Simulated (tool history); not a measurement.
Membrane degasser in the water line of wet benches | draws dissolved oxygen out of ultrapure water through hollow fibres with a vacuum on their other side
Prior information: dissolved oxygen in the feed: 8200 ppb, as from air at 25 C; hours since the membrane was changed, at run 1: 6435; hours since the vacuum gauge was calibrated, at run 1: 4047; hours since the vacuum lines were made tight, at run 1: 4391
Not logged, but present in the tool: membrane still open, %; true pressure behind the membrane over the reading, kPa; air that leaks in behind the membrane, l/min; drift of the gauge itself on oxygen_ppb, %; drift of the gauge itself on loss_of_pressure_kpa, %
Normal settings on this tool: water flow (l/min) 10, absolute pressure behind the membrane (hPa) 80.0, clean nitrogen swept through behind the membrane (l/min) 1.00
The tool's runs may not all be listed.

run	day	water flow (l/min)	absolute pressure behind the membrane (hPa)	clean nitrogen swept through behind the membrane (l/min)	hours since the membrane was changed	hours since the vacuum gauge was calibrated	hours since the vacuum lines were made tight	dissolved oxygen in the water behind the degasser (ppb)	pressure that the water loses in the fibres (hPa)
1	0.000	10	80.0	1.00	6435	4047	4391	117.2	543.5
2	8.954	10	99.2	1.00	6650	4262	4606	160.0	542.1
3	17.271	10	99.2	1.00	6850	4462	4805	159.6	544.0
4	24.708	10	99.2	1.00	7028	4640	4984	160.7	539.8
5	33.254	10	99.2	1.00	7233	4845	5189	161.7	539.5
# day 37.612: seals of the vacuum lines changed
6	39.917	10	80.0	1.00	7391	5003	55	114.2	543.2
7	45.029	10	143.4	1.00	7514	5126	178	260.5	533.9
8	50.071	10	143.4	1.00	7635	5247	299	262.8	541.2
# day 54.438: vacuum gauge calibrated
9	57.421	8	81.8	1.76	7811	72	475	55.8	433.5
10	62.546	8	81.8	1.76	7934	195	598	56.3	427.9
11	66.908	15	139.1	1.00	8039	299	703	381.5	806.7
12	73.679	7	149.5	1.22	8201	462	865	164.7	378.5
13	81.783	14	62.3	1.38	8396	656	1060	93.1	749.3
14	89.750	6	130.7	1.48	8587	847	1251	99.5	325.8
15	97.521	6	130.7	1.48	8773	1034	1437	98.8	321.4

3 options for the next run, each taken on its own from the tool as it stands now. Forecast them:
# day 98.250: membrane cartridge changed
A	108.050	10	130.7	1.48	235	1283	1686	?	?
# day 98.250: membrane cartridge changed
B	108.050	9	102.7	2.86	235	1283	1686	?	?
# day 98.250: membrane cartridge changed
C	108.050	10	102.3	1.00	235	1283	1686	?	?

run	dissolved oxygen in the water behind the degasser (ppb)	pressure that the water loses in the fibres (hPa)
A	160.6	534.4
B	56.3	481.9
C	166.8	534.0
Stripped of hidden state, with their random variation kept, the same runs would have yielded:
run	dissolved oxygen in the water behind the degasser (ppb)	pressure that the water loses in the fibres (hPa)
A	160.5	542.8
B	56.2	489.4
C	166.8	542.4
